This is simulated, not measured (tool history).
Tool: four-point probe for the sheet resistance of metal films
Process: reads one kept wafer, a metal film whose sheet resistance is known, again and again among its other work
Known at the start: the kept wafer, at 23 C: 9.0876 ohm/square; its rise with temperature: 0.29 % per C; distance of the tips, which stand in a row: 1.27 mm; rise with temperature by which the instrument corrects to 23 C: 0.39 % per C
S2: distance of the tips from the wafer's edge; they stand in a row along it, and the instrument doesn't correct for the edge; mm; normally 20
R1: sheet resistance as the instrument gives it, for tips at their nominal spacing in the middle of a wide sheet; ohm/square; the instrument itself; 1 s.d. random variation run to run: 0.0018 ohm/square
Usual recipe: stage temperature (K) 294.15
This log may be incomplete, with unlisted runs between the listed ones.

{"run": 1, "hour": 0.0, "stage temperature (K)": 294.15, "S2": 20, "R1": 9.129552}
{"run": 2, "hour": 75.8, "stage temperature (K)": 294.15, "S2": 20, "R1": 9.12881}
{"run": 3, "hour": 111.9, "stage temperature (K)": 294.15, "S2": 20, "R1": 9.130313}
{"run": 4, "hour": 163.5, "stage temperature (K)": 294.15, "S2": 20, "R1": 9.129284}
{"run": 5, "hour": 196.5, "stage temperature (K)": 294.15, "S2": 26, "R1": 9.118326}
{"run": 6, "hour": 267.8, "stage temperature (K)": 294.15, "S2": 25, "R1": 9.115808}
{"run": 7, "hour": 343.1, "stage temperature (K)": 307.15, "S2": 25, "R1": 8.999863}
{"run": 8, "hour": 419.6, "stage temperature (K)": 307.15, "S2": 25, "R1": 8.999388}
{"run": 9, "hour": 464.3, "stage temperature (K)": 307.15, "S2": 25, "R1": 9.000378}
{"run": 10, "hour": 519.7, "stage temperature (K)": 307.15, "S2": 25, "R1": 8.99757}
{"run": 11, "hour": 556.4, "stage temperature (K)": 294.15, "S2": 11, "R1": 9.169641}
{"run": 12, "hour": 614.5, "stage temperature (K)": 294.15, "S2": 4, "R1": 9.572603}
{"run": 13, "hour": 679.6, "stage temperature (K)": 294.15, "S2": 4, "R1": 9.568645}
{"run": 14, "hour": 716.1, "stage temperature (K)": 294.15, "S2": 4, "R1": 9.56812}
{"run": 15, "hour": 795.4, "stage temperature (K)": 294.15, "S2": 4, "R1": 9.566119}
{"run": 16, "hour": 848.4, "stage temperature (K)": 294.15, "S2": 4, "R1": 9.566091}
{"run": 17, "hour": 895.1, "stage temperature (K)": 294.15, "S2": 4, "R1": 9.563354}
{"run": 18, "hour": 956.5, "stage temperature (K)": 294.15, "S2": 4, "R1": 9.561205}
{"run": 19, "hour": 990.8, "stage temperature (K)": 294.15, "S2": 4, "R1": 9.564043}
{"run": 20, "hour": 1053.5, "stage temperature (K)": 294.15, "S2": 49, "R1": 9.100118}
{"run": 21, "hour": 1123.0, "stage temperature (K)": 294.15, "S2": 49, "R1": 9.098158}
{"run": 22, "hour": 1195.5, "stage temperature (K)": 294.15, "S2": 4, "R1": 9.561919}
{"run": 23, "hour": 1263.9, "stage temperature (K)": 294.15, "S2": 4, "R1": 9.560691}
{"run": 24, "hour": 1323.0, "stage temperature (K)": 298.15, "S2": 3, "R1": 9.845053}
{"run": 25, "hour": 1365.4, "stage temperature (K)": 302.15, "S2": 17, "R1": 9.046187}
{"run": 26, "hour": 1435.5, "stage temperature (K)": 302.15, "S2": 17, "R1": 9.045035}
{"run": 27, "hour": 1487.7, "stage temperature (K)": 307.15, "S2": 43, "R1": 8.978312}
{"run": 28, "hour": 1544.4, "stage temperature (K)": 302.15, "S2": 20, "R1": 9.038687}
{"run": 29, "hour": 1596.9, "stage temperature (K)": 293.15, "S2": 3, "R1": 9.89481}
{"run": 30, "hour": 1642.5, "stage temperature (K)": 294.15, "S2": 4, "R1": 9.553924}
{"run": 31, "hour": 1682.6, "stage temperature (K)": 294.15, "S2": 4, "R1": 9.555993}
{"run": 32, "hour": 1732.9, "stage temperature (K)": 294.15, "S2": 4, "R1": 9.555988}
{"run": 33, "hour": 1798.4, "stage temperature (K)": 294.15, "S2": 4, "R1": 9.553861}
{"run": 34, "hour": 1835.1, "stage temperature (K)": 307.15, "S2": 9, "R1": 9.063094}
{"run": 35, "hour": 1909.9, "stage temperature (K)": 307.15, "S2": 9, "R1": 9.064473}
{"run": 36, "hour": 1963.2, "stage temperature (K)": 294.15, "S2": 9, "R1": 9.182601}
{"run": 37, "hour": 2033.6, "stage temperature (K)": 302.15, "S2": 16, "R1": 9.043157}
{"run": 38, "hour": 2099.0, "stage temperature (K)": 291.15, "S2": 55, "R1": 9.115595}
{"run": 39, "hour": 2176.1, "stage temperature (K)": 304.15, "S2": 20, "R1": 9.010143}
{"run": 40, "hour": 2237.9, "stage temperature (K)": 303.15, "S2": 15, "R1": 9.029975}
{"run": 41, "hour": 2296.1, "stage temperature (K)": 294.15, "S2": 17, "R1": 9.109904}
{"run": 42, "hour": 2327.9, "stage temperature (K)": 302.15, "S2": 60, "R1": 9.0075}
{"run": 43, "hour": 2379.8, "stage temperature (K)": 292.15, "S2": 36, "R1": 9.106915}
{"run": 44, "hour": 2414.9, "stage temperature (K)": 298.15, "S2": 11, "R1": 9.104691}
{"run": 45, "hour": 2462.3, "stage temperature (K)": 297.15, "S2": 19, "R1": 9.074837}

Alternative continuations, all from the tool just after run 45; predict every row:
{"run": "A", "hour": 2538.9, "stage temperature (K)": 301.15, "S2": 8, "R1": "?"}
{"run": "B", "hour": 2538.9, "stage temperature (K)": 297.15, "S2": 3, "R1": "?"}
{"run": "C", "hour": 2538.9, "stage temperature (K)": 292.15, "S2": 29, "R1": "?"}
{"run": "D", "hour": 2538.9, "stage temperature (K)": 297.15, "S2": 5, "R1": "?"}

run=A R1=9.138179
run=B R1=9.842538
run=C R1=9.106002
run=D R1=9.353455
The same runs, with their run-to-run variation unchanged, on a tool lacking any hidden condition would have given:
run=A R1=9.166136
run=B R1=9.872173
run=C R1=9.133513
run=D R1=9.381824

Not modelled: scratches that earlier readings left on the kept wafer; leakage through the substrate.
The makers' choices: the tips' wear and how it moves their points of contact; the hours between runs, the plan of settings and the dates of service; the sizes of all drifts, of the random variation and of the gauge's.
